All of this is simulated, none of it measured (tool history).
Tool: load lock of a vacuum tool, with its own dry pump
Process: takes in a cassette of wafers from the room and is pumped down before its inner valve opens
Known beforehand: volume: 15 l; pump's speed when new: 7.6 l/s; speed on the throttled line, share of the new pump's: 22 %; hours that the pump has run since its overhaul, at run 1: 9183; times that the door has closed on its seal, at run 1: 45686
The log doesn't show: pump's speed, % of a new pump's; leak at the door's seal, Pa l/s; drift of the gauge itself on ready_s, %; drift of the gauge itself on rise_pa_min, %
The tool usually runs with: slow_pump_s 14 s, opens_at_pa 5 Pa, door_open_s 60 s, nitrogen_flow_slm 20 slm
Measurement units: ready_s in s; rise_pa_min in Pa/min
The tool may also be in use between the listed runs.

run    hour  slow_pump_s  opens_at_pa  door_open_s  nitrogen_flow_slm  hours that the pump has run since its overhaul  times that the door has closed on its seal  incoming humidity of the room's air, %  ready_s  rise_pa_min
  1     0.0           14            5           60                 20                                            9183                                       45686                                    42.8     32.3        0.182
  2   243.4           14            5          199                 20                                            9426                                       46897                                    46.5     33.0        0.246
  3   466.5           14            5          199                 20                                            9649                                       48006                                    44.9     31.9        0.245
  4   823.0           14            5          199                 20                                           10006                                       49780                                    50.5     32.9        0.266
  5  1196.9           14            5          199                 20                                           10380                                       51640                                    47.7     32.7        0.257
  6  1394.9           14            5          199                 20                                           10578                                       52626                                    44.9     32.9        0.260
  7  1628.6           16            6          126                 29                                           10812                                       53788                                    43.7     34.1        0.227
  8  1844.0           14            5           60                 20                                           11027                                       54860                                    48.7     32.5        0.231
  9  2082.3            8            5           29                 15                                           11265                                       56045                                    42.8     28.9        0.211
 10  2320.4            8            6           55                  5                                           11503                                       57230                                    44.0     28.3        0.263
 11  2712.1           23            5           60                 12                                           11895                                       59179                                    44.5     40.2        0.260
 12  3083.5           13            4          144                 12                                           12266                                       61027                                    45.1     33.7        0.311

What if the next run were any one of these 3? Each begins from the tool's condition after run 12:
  A  3277.1           14            5           68                 37                                           12460                                       61990                                    46.0        ?            ?
  B  3277.1            8            7           60                 37                                           12460                                       61990                                    44.8        ?            ?
  C  3277.1           14            7           60                 18                                           12460                                       61990                                    46.8        ?            ?

run  ready_s  rise_pa_min
  A     33.5        0.240
  B     27.6        0.243
  C     31.8        0.264
What these runs would have given with no unlogged condition in the tool:
run  ready_s  rise_pa_min
  A     31.0        0.043
  B     25.0        0.043
  C     29.4        0.066

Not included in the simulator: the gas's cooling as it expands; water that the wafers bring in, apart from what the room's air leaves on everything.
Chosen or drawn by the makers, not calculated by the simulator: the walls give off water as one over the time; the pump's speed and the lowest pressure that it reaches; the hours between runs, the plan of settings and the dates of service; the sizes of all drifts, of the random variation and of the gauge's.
